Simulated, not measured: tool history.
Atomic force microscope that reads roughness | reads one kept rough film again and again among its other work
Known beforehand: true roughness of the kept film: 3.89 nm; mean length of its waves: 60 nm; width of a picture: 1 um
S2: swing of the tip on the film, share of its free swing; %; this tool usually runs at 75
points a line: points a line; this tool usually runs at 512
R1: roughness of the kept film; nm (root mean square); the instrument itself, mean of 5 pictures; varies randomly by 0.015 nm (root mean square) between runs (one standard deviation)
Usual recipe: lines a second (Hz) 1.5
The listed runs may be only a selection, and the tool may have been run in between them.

run 1 hour=0 | lines_a_second_(Hz)=1.5 S2=75 points_a_line=512 | R1=3.579
run 2 hour=7.1 | lines_a_second_(Hz)=1.5 S2=75 points_a_line=512 | R1=3.541
run 3 hour=14.6 | lines_a_second_(Hz)=1.5 S2=75 points_a_line=512 | R1=3.572
run 4 hour=22.7 | lines_a_second_(Hz)=1.5 S2=75 points_a_line=824 | R1=3.559
run 5 hour=36.3 | lines_a_second_(Hz)=1.5 S2=75 points_a_line=824 | R1=3.56
run 6 hour=44.2 | lines_a_second_(Hz)=1.5 S2=75 points_a_line=824 | R1=3.571
run 7 hour=51.6 | lines_a_second_(Hz)=1.5 S2=75 points_a_line=824 | R1=3.585
run 8 hour=59.8 | lines_a_second_(Hz)=1.5 S2=80 points_a_line=512 | R1=3.543
-- hour=61.6 new tip fitted
run 9 hour=69 | lines_a_second_(Hz)=1.5 S2=61 points_a_line=512 | R1=3.653
run 10 hour=82.8 | lines_a_second_(Hz)=1.5 S2=61 points_a_line=512 | R1=3.675
run 11 hour=88.6 | lines_a_second_(Hz)=1.5 S2=61 points_a_line=512 | R1=3.657
run 12 hour=102.1 | lines_a_second_(Hz)=1.5 S2=75 points_a_line=512 | R1=3.586
run 13 hour=110.5 | lines_a_second_(Hz)=1.5 S2=71 points_a_line=512 | R1=3.591
run 14 hour=124.7 | lines_a_second_(Hz)=1.5 S2=82 points_a_line=512 | R1=3.512
run 15 hour=130.9 | lines_a_second_(Hz)=1.5 S2=75 points_a_line=512 | R1=3.542
run 16 hour=139.9 | lines_a_second_(Hz)=1.5 S2=75 points_a_line=512 | R1=3.581
run 17 hour=145.9 | lines_a_second_(Hz)=2.3 S2=75 points_a_line=812 | R1=3.476
run 18 hour=152.5 | lines_a_second_(Hz)=1.5 S2=82 points_a_line=786 | R1=3.514
run 19 hour=164.9 | lines_a_second_(Hz)=1.5 S2=76 points_a_line=512 | R1=3.561
run 20 hour=177.5 | lines_a_second_(Hz)=3.44 S2=75 points_a_line=512 | R1=3.413
run 21 hour=189 | lines_a_second_(Hz)=0.96 S2=75 points_a_line=512 | R1=3.613
run 22 hour=196.5 | lines_a_second_(Hz)=1.5 S2=75 points_a_line=356 | R1=3.574
run 23 hour=207.6 | lines_a_second_(Hz)=1.69 S2=75 points_a_line=259 | R1=3.542
run 24 hour=216.4 | lines_a_second_(Hz)=1.57 S2=70 points_a_line=512 | R1=3.589
run 25 hour=227.4 | lines_a_second_(Hz)=1.73 S2=75 points_a_line=518 | R1=3.557
run 26 hour=233.7 | lines_a_second_(Hz)=1.73 S2=75 points_a_line=518 | R1=3.569
run 27 hour=242.3 | lines_a_second_(Hz)=1.5 S2=75 points_a_line=512 | R1=3.569
run 28 hour=248.9 | lines_a_second_(Hz)=0.72 S2=75 points_a_line=360 | R1=3.646
run 29 hour=260.9 | lines_a_second_(Hz)=0.72 S2=81 points_a_line=360 | R1=3.617
run 30 hour=275.1 | lines_a_second_(Hz)=0.92 S2=57 points_a_line=620 | R1=3.687
-- hour=284.9 new tip fitted
run 31 hour=288.7 | lines_a_second_(Hz)=0.92 S2=60 points_a_line=890 | R1=3.681
run 32 hour=295.4 | lines_a_second_(Hz)=0.92 S2=60 points_a_line=890 | R1=3.692

Predict each of these 3 candidate next runs independently; none follows another, all start after run 32:
run A hour=308.2 | lines_a_second_(Hz)=1.01 S2=75 points_a_line=512 | R1=?
run B hour=308.2 | lines_a_second_(Hz)=0.92 S2=60 points_a_line=523 | R1=?
run C hour=308.2 | lines_a_second_(Hz)=0.92 S2=70 points_a_line=737 | R1=?

run=A R1=3.647
run=B R1=3.693
run=C R1=3.639
What these runs would have given with no unlogged condition in the tool:
run=A R1=3.649
run=B R1=3.694
run=C R1=3.641
